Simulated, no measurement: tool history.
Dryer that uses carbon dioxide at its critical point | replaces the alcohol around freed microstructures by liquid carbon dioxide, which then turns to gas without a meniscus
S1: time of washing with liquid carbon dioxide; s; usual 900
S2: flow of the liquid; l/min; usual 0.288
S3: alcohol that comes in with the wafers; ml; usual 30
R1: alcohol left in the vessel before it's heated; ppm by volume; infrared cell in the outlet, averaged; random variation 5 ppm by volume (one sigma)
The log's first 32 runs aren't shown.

Run 33, hour 436.6: usual settings but S1 780 s, S2 0.488 l/min, S3 36 ml. Result: R1 140 ppm by volume.
Run 34, hour 455.1: usual settings but S1 780 s, S2 0.488 l/min, S3 36 ml. Result: R1 138 ppm by volume.
Run 35, hour 472.3: usual settings but S1 1080 s, S2 0.203 l/min. Result: R1 248 ppm by volume.
Run 36, hour 490.1: usual settings but S1 1440 s, S2 0.31 l/min. Result: R1 144 ppm by volume.
Run 37, hour 502.3: usual settings but S1 960 s, S2 0.409 l/min, S3 55 ml. Result: R1 148 ppm by volume.
Run 38, hour 519.6: usual settings but S3 28 ml. Result: R1 172 ppm by volume.
Run 39, hour 536.2: usual settings but S1 540 s, S2 0.386 l/min, S3 83 ml. Result: R1 461 ppm by volume.
Run 40, hour 555.4: usual settings but S1 960 s, S2 0.372 l/min, S3 93 ml. Result: R1 152 ppm by volume.
Run 41, hour 570.6: usual settings but S2 0.276 l/min, S3 118 ml. Result: R1 338 ppm by volume.
Run 42, hour 584.5: usual settings but S2 0.276 l/min, S3 101 ml. Result: R1 309 ppm by volume.
Run 43, hour 601.2: usual settings but S1 1200 s, S2 0.299 l/min, S3 101 ml. Result: R1 162 ppm by volume.
Run 44, hour 621.1: usual settings but S3 112 ml. Result: R1 284 ppm by volume.
Run 45, hour 633.9: usual settings but S3 112 ml. Result: R1 293 ppm by volume.
Run 46, hour 642.4: usual settings but S2 0.181 l/min, S3 67 ml. Result: R1 1640 ppm by volume.
Run 47, hour 659.8: usual settings but S2 0.181 l/min, S3 67 ml. Result: R1 1666 ppm by volume.

Forecast each of these 3 alternatives for the next run:
Run A, hour 674.5: usual settings but S1 1380 s, S2 0.33 l/min, S3 27 ml. Result: R1 ?.
Run B, hour 674.5: usual settings but S1 780 s, S2 0.246 l/min, S3 84 ml. Result: R1 ?.
Run C, hour 674.5: usual settings but S3 29 ml. Result: R1 ?.

run   R1
  A  161
  B  893
  C  205
Without the tool's hidden state the same runs would have given:
run   R1
  A    1
  B  573
  C   33

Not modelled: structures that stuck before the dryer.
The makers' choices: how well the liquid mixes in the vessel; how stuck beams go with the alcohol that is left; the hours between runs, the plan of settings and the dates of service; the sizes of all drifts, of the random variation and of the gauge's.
